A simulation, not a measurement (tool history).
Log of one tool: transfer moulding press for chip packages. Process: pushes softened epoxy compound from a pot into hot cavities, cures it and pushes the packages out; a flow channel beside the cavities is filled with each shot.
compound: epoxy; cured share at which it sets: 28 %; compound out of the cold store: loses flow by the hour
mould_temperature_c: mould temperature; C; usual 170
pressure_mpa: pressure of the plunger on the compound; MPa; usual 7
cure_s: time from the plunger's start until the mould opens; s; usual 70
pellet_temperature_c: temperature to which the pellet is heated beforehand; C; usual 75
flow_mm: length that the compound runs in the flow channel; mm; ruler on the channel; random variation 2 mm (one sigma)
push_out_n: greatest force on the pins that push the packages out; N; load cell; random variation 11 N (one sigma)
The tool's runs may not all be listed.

| run | hour | mould_temperature_c | pressure_mpa | cure_s | pellet_temperature_c | incoming compound's hours out of the cold store | flow_mm | push_out_n |
|---|---|---|---|---|---|---|---|---|
| 1 | 0 | 170 | 7 | 70 | 75 | 14.2 | 610 | 749 |
|  | 15.5 | cavities cleaned with cleaning compound and waxed |
| 2 | 17.4 | 170 | 7 | 70 | 75 | 17.7 | 600 | 1018 |
| 3 | 28.3 | 170 | 7 | 70 | 75 | 27.6 | 571 | 1052 |
|  | 42.6 | cavities cleaned with cleaning compound and waxed |
| 4 | 50 | 170 | 7 | 70 | 75 | 17.9 | 593 | 649 |
|  | 63.5 | plunger's sealing rings changed |
|  | 70.8 | cavities cleaned with cleaning compound and waxed, once more |
| 5 | 79.2 | 170 | 7 | 70 | 75 | 26.9 | 598 | 690 |
|  | 99.7 | cavities cleaned with cleaning compound and waxed |
| 6 | 102.8 | 170 | 7 | 70 | 71 | 38.1 | 570 | 589 |
| 7 | 119.3 | 170 | 6.79 | 70 | 71 | 41.3 | 553 | 822 |
|  | 126.9 | cavities cleaned with cleaning compound and waxed |
| 8 | 137.5 | 170 | 6.79 | 70 | 71 | 40.3 | 552 | 710 |
|  | 155.3 | cavities cleaned with cleaning compound and waxed |
| 9 | 155.8 | 170 | 6.79 | 70 | 71 | 15.8 | 618 | 576 |
| 10 | 166 | 170 | 6.79 | 70 | 71 | 33.5 | 566 | 736 |
|  | 183.3 | cavities cleaned with cleaning compound and waxed |
| 11 | 191.5 | 170 | 6.79 | 70 | 71 | 11.1 | 625 | 771 |
|  | 210.7 | cavities cleaned with cleaning compound and waxed |
| 12 | 216.5 | 170 | 6.79 | 70 | 71 | 43 | 540 | 652 |
| 13 | 229 | 170 | 6.79 | 70 | 71 | 39 | 548 | 872 |
|  | 238.3 | cavities cleaned with cleaning compound and waxed |
| 14 | 251.1 | 170 | 7 | 70 | 75 | 45.3 | 540 | 736 |
|  | 266 | cavities cleaned with cleaning compound and waxed |
| 15 | 272.6 | 170 | 7 | 70 | 75 | 44.1 | 539 | 636 |
| 16 | 286.2 | 170 | 7 | 70 | 75 | 25.2 | 592 | 840 |
|  | 293.1 | cavities cleaned with cleaning compound and waxed |
| 17 | 305.4 | 163 | 7 | 70 | 75 | 25.4 | 601 | 1342 |
|  | 320.2 | cavities cleaned with cleaning compound and waxed |
| 18 | 329.5 | 163 | 8.16 | 70 | 75 | 19.3 | 663 | 1355 |
| 19 | 342.5 | 170 | 7 | 67 | 80 | 43.8 | 533 | 939 |
|  | 347.4 | cavities cleaned with cleaning compound and waxed |
| 20 | 364.8 | 170 | 5.52 | 87 | 81 | 25.2 | 512 | 594 |
|  | 374 | cavities cleaned with cleaning compound and waxed |
| 21 | 381.3 | 170 | 5.52 | 87 | 81 | 30.2 | 499 | 497 |
| 22 | 394.5 | 170 | 7 | 70 | 68 | 43.1 | 528 | 869 |
|  | 400.7 | cavities cleaned with cleaning compound and waxed |
| 23 | 414.4 | 177 | 5.58 | 67 | 76 | 40.9 | 467 | 559 |
| 24 | 425.6 | 170 | 7 | 71 | 75 | 21.3 | 584 | 952 |
|  | 428.2 | cavities cleaned with cleaning compound and waxed |
|  | 441 | plunger's sealing rings changed |
| 25 | 449.2 | 170 | 7 | 71 | 75 | 33.7 | 591 | 808 |
|  | 457.9 | cavities cleaned with cleaning compound and waxed |
| 26 | 467 | 164 | 7 | 71 | 74 | 10.8 | 664 | 1243 |
|  | 485.2 | cavities cleaned with cleaning compound and waxed |
| 27 | 489.4 | 168 | 7 | 70 | 70 | 20.9 | 622 | 753 |
| 28 | 503.9 | 168 | 7 | 70 | 70 | 41 | 569 | 979 |

Hidden state or all else? Some run-to-run changes of flow_mm, split into what the settings, what came in and random variation would give without the hidden state, and what is left for the hidden state (with any gauge scatter that isn't in both results):
The hidden state here: true mould temperature over the reading, C; pressure that reaches the compound, % of what is set; grip of the stained cavities, % over clean ones'; drift of the gauge itself on flow_mm, %; drift of the gauge itself on push_out_n, %.
Run 4 -> 5: plunger's sealing rings changed, cavities cleaned with cleaning compound and waxed, once more. flow_mm +5 mm: hidden state +32, all else -27.
Run 18 -> 19: mould_temperature_c 163 -> 170, pressure_mpa 8.16 -> 7, cure_s 70 -> 67, pellet_temperature_c 75 -> 80. flow_mm -130 mm: hidden state +5, all else -135.
Run 23 -> 24: mould_temperature_c 177 -> 170, pressure_mpa 5.58 -> 7, cure_s 67 -> 71, pellet_temperature_c 76 -> 75. flow_mm +117 mm: hidden state -8, all else +125.
Run 24 -> 25: cavities cleaned with cleaning compound and waxed, plunger's sealing rings changed. flow_mm +7 mm: hidden state +35, all else -28.

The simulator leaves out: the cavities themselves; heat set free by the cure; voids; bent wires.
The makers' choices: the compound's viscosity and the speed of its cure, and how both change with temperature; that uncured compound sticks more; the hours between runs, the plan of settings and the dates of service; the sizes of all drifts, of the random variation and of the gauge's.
